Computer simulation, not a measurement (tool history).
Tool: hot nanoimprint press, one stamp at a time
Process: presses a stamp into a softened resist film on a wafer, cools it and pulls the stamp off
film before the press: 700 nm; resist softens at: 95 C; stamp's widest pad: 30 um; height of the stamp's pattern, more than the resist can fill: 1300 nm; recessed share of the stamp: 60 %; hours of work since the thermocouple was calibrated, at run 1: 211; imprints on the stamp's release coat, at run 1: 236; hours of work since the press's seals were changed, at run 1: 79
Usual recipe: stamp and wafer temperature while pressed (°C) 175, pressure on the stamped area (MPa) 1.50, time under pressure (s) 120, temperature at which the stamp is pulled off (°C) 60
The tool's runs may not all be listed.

run,hour,stamp and wafer temperature while pressed (°C),pressure on the stamped area (MPa),time under pressure (s),temperature at which the stamp is pulled off (°C),hours of work since the thermocouple was calibrated,imprints on the stamp's release coat,hours of work since the press's seals were changed,resist left under the stamp's widest pad (Å),greatest force while the stamp is pulled off (N)
1,0.0,175,1.50,120,60,211,236,79,3126,129
2,68.1,175,1.50,62,60,242,444,110,3869,135
3,105.7,175,1.50,62,60,259,559,128,3874,138
# hour 123.3: stamp cleaned and given a new release coat
# hour 142.3: plate thermocouple calibrated
4,190.7,175,1.50,120,60,22,197,162,3188,127
5,241.2,175,1.50,120,60,45,352,186,3171,133
6,311.0,175,1.50,120,60,77,565,218,3171,139
# hour 330.3: stamp cleaned and given a new release coat
7,357.1,175,1.50,120,60,96,82,236,3161,126
8,438.4,175,1.50,120,60,133,331,273,3157,133
9,511.9,175,1.50,120,60,167,555,307,3148,140
# hour 530.1: stamp cleaned and given a new release coat
10,573.1,175,1.50,120,60,192,132,333,3148,125
11,642.8,175,1.50,120,60,224,345,365,3128,131
12,713.7,175,1.50,120,56,257,562,397,3121,147
# hour 729.3: stamp cleaned and given a new release coat
# hour 757.3: plate thermocouple calibrated
13,774.7,175,1.50,120,60,8,130,421,3197,125
14,854.0,175,1.50,120,60,44,372,457,3184,136
15,910.3,175,1.50,120,53,70,545,483,3173,152
# hour 932.5: stamp cleaned and given a new release coat
16,957.4,175,1.50,120,65,89,76,502,3166,115
17,1014.0,175,1.22,126,60,115,249,528,3460,130
18,1096.9,171,1.05,194,48,153,503,566,3644,159
# hour 1134.4: stamp cleaned and given a new release coat
19,1182.7,164,0.97,102,58,190,148,603,5363,128
20,1240.3,180,0.92,102,62,216,324,629,3658,127
21,1289.1,181,0.92,119,62,239,473,652,3376,131
# hour 1332.8: stamp cleaned and given a new release coat
# hour 1370.2: plate thermocouple calibrated
22,1370.2,175,1.13,120,60,0,106,685,3668,123
23,1409.3,164,2.01,120,55,18,225,703,3944,136
24,1457.8,164,2.01,120,55,40,374,725,3939,145
25,1504.6,164,2.01,120,55,62,517,747,3928,148
# hour 1536.2: stamp cleaned and given a new release coat
26,1550.4,181,1.74,72,54,80,43,765,2923,134
27,1589.6,166,1.60,120,60,98,163,783,4057,125
28,1654.6,174,1.56,119,59,128,362,813,3197,134

Difference, measured minus no-hidden-state, one row per run. Run-to-run variation is common to both terms; the gauge's own scatter need not be:
Hidden conditions of the tool in this case: true temperature over the reading, C; pressure that arrives at the usual setting, %; grip of the stamp's worn release coat, % over a new coat's; drift of the gauge itself on residual_nm, %; drift of the gauge itself on pull_off_n, %.
run,resist left under the stamp's widest pad (Å),greatest force while the stamp is pulled off (N)
1,-43,+7
2,-57,+12
3,-62,+16
4,+9,+6
5,+4,+11
6,-5,+17
7,-9,+2
8,-19,+10
9,-27,+17
10,-33,+3
11,-41,+9
12,-49,+17
13,+18,+4
14,+9,+11
15,+3,+19
16,-3,+1
17,-17,+7
18,-39,+17
19,-55,+3
20,-49,+8
21,-53,+13
22,+0,+2
23,+17,+7
24,+10,+12
25,+3,+16
26,+4,+0
27,-23,+4
28,-21,+10
